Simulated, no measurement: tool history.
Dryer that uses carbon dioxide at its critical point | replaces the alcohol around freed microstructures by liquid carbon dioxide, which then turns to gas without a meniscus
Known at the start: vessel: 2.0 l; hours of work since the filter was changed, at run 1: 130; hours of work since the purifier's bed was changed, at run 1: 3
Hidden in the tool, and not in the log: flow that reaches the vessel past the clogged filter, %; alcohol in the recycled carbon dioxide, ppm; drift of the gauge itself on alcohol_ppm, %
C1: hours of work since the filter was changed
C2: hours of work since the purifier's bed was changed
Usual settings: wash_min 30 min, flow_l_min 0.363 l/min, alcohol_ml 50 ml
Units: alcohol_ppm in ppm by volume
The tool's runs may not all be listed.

{"run": 1, "hour": 0.0, "wash_min": 30, "flow_l_min": 0.363, "alcohol_ml": 50, "C1": 130, "C2": 3, "alcohol_ppm": 192}
{"run": 2, "hour": 24.2, "wash_min": 45, "flow_l_min": 0.363, "alcohol_ml": 50, "C1": 143, "C2": 16, "alcohol_ppm": 28}
{"run": 3, "hour": 48.8, "wash_min": 45, "flow_l_min": 0.363, "alcohol_ml": 50, "C1": 157, "C2": 29, "alcohol_ppm": 34}
{"run": 4, "hour": 93.0, "wash_min": 45, "flow_l_min": 0.363, "alcohol_ml": 50, "C1": 181, "C2": 53, "alcohol_ppm": 36}
{"run": 5, "hour": 126.1, "wash_min": 30, "flow_l_min": 0.363, "alcohol_ml": 50, "C1": 198, "C2": 71, "alcohol_ppm": 254}
{"run": 6, "hour": 149.6, "wash_min": 30, "flow_l_min": 0.363, "alcohol_ml": 50, "C1": 211, "C2": 84, "alcohol_ppm": 263}
{"run": 7, "hour": 178.7, "wash_min": 27, "flow_l_min": 0.363, "alcohol_ml": 50, "C1": 227, "C2": 99, "alcohol_ppm": 418}
{"hour": 212.3, "done": "inlet filter changed"}
{"run": 8, "hour": 221.3, "wash_min": 30, "flow_l_min": 0.363, "alcohol_ml": 50, "C1": 5, "C2": 122, "alcohol_ppm": 167}
{"run": 9, "hour": 258.9, "wash_min": 30, "flow_l_min": 0.363, "alcohol_ml": 50, "C1": 25, "C2": 142, "alcohol_ppm": 173}
{"run": 10, "hour": 285.1, "wash_min": 30, "flow_l_min": 0.255, "alcohol_ml": 50, "C1": 39, "C2": 156, "alcohol_ppm": 683}
{"run": 11, "hour": 320.7, "wash_min": 30, "flow_l_min": 0.255, "alcohol_ml": 50, "C1": 58, "C2": 175, "alcohol_ppm": 710}
{"run": 12, "hour": 364.0, "wash_min": 30, "flow_l_min": 0.255, "alcohol_ml": 50, "C1": 82, "C2": 199, "alcohol_ppm": 746}
{"run": 13, "hour": 397.4, "wash_min": 30, "flow_l_min": 0.255, "alcohol_ml": 50, "C1": 100, "C2": 217, "alcohol_ppm": 779}
{"run": 14, "hour": 423.8, "wash_min": 30, "flow_l_min": 0.255, "alcohol_ml": 50, "C1": 114, "C2": 231, "alcohol_ppm": 815}
{"run": 15, "hour": 451.5, "wash_min": 30, "flow_l_min": 0.255, "alcohol_ml": 50, "C1": 129, "C2": 246, "alcohol_ppm": 821}
{"run": 16, "hour": 475.1, "wash_min": 30, "flow_l_min": 0.255, "alcohol_ml": 50, "C1": 142, "C2": 259, "alcohol_ppm": 846}
{"run": 17, "hour": 499.2, "wash_min": 30, "flow_l_min": 0.255, "alcohol_ml": 50, "C1": 155, "C2": 272, "alcohol_ppm": 883}
{"run": 18, "hour": 532.7, "wash_min": 30, "flow_l_min": 0.255, "alcohol_ml": 50, "C1": 173, "C2": 290, "alcohol_ppm": 886}
{"run": 19, "hour": 565.5, "wash_min": 30, "flow_l_min": 0.363, "alcohol_ml": 46, "C1": 191, "C2": 307, "alcohol_ppm": 290}
{"run": 20, "hour": 606.3, "wash_min": 30, "flow_l_min": 0.363, "alcohol_ml": 46, "C1": 213, "C2": 330, "alcohol_ppm": 311}
{"run": 21, "hour": 650.0, "wash_min": 30, "flow_l_min": 0.363, "alcohol_ml": 43, "C1": 236, "C2": 353, "alcohol_ppm": 314}
{"hour": 665.3, "done": "inlet filter changed"}
{"run": 22, "hour": 670.7, "wash_min": 30, "flow_l_min": 0.363, "alcohol_ml": 43, "C1": 3, "C2": 364, "alcohol_ppm": 220}
{"run": 23, "hour": 689.2, "wash_min": 30, "flow_l_min": 0.22, "alcohol_ml": 36, "C1": 13, "C2": 374, "alcohol_ppm": 799}
{"run": 24, "hour": 708.4, "wash_min": 30, "flow_l_min": 0.556, "alcohol_ml": 36, "C1": 23, "C2": 384, "alcohol_ppm": 112}
{"run": 25, "hour": 747.6, "wash_min": 30, "flow_l_min": 0.556, "alcohol_ml": 36, "C1": 44, "C2": 405, "alcohol_ppm": 132}
{"run": 26, "hour": 767.3, "wash_min": 30, "flow_l_min": 0.363, "alcohol_ml": 58, "C1": 55, "C2": 416, "alcohol_ppm": 287}
{"run": 27, "hour": 789.7, "wash_min": 30, "flow_l_min": 0.363, "alcohol_ml": 58, "C1": 67, "C2": 428, "alcohol_ppm": 301}
{"run": 28, "hour": 822.6, "wash_min": 35, "flow_l_min": 0.239, "alcohol_ml": 88, "C1": 85, "C2": 446, "alcohol_ppm": 989}
{"run": 29, "hour": 857.3, "wash_min": 18, "flow_l_min": 0.27, "alcohol_ml": 92, "C1": 104, "C2": 464, "alcohol_ppm": 4948}
{"run": 30, "hour": 894.7, "wash_min": 22, "flow_l_min": 0.409, "alcohol_ml": 75, "C1": 124, "C2": 485, "alcohol_ppm": 767}
{"run": 31, "hour": 932.5, "wash_min": 37, "flow_l_min": 0.304, "alcohol_ml": 27, "C1": 144, "C2": 505, "alcohol_ppm": 228}

Run 32 comes next. What will it give?
{"run": 32, "hour": 965.0, "wash_min": 27, "flow_l_min": 0.363, "alcohol_ml": 50, "C1": 162, "C2": 523, "alcohol_ppm": "?"}

alcohol_ppm: 466 ppm by volume
Without the tool's hidden state the same run would have given alcohol_ppm 219 ppm by volume.
